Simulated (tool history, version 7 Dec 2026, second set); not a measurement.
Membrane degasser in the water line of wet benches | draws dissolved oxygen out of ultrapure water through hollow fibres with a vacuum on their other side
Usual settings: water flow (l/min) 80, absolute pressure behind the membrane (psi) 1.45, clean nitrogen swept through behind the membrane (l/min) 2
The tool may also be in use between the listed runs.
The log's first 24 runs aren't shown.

| run | day | water flow (l/min) | absolute pressure behind the membrane (psi) | clean nitrogen swept through behind the membrane (l/min) | dissolved oxygen in the water behind the degasser (ppb) | pressure that the water loses in the fibres (psi) |
|---|---|---|---|---|---|---|
| 25 | 242.158 | 75 | 2.78 | 1.7 | 1281.4 | 7.707 |
| 26 | 253.021 | 73 | 2.36 | 1.1 | 1389.4 | 7.471 |
| 27 | 262.112 | 80 | 1.12 | 5.12 | 233.9 | 8.192 |
| 28 | 270.929 | 80 | 1.12 | 5.12 | 232.1 | 8.248 |
| 29 | 282.758 | 60 | 1 | 1.94 | 269.2 | 6.148 |
| 30 | 289.917 | 90 | 2.09 | 1.31 | 1291.9 | 9.181 |
| 31 | 303.242 | 58 | 1.45 | 0.89 | 759 | 5.881 |
| 32 | 315.196 | 89 | 1.2 | 1.13 | 729.7 | 9.139 |

4 ways to go on from here, each from the tool as it stands after run 32. What would each give?
| A | 327.992 | 89 | 1.2 | 2.75 | ? | ? |
| B | 327.992 | 89 | 1.2 | 2.46 | ? | ? |
| C | 327.992 | 71 | 1.2 | 2.36 | ? | ? |
| D | 327.992 | 82 | 1.6 | 1.13 | ? | ? |

| run | dissolved oxygen in the water behind the degasser (ppb) | pressure that the water loses in the fibres (psi) |
|---|---|---|
| A | 420.5 | 9.043 |
| B | 447 | 9.137 |
| C | 377.6 | 7.165 |
| D | 989 | 8.431 |
Without the tool's hidden state the same runs would have given:
| run | dissolved oxygen in the water behind the degasser (ppb) | pressure that the water loses in the fibres (psi) |
|---|---|---|
| A | 420.2 | 9.192 |
| B | 446.7 | 9.288 |
| C | 377.4 | 7.284 |
| D | 988.7 | 8.57 |

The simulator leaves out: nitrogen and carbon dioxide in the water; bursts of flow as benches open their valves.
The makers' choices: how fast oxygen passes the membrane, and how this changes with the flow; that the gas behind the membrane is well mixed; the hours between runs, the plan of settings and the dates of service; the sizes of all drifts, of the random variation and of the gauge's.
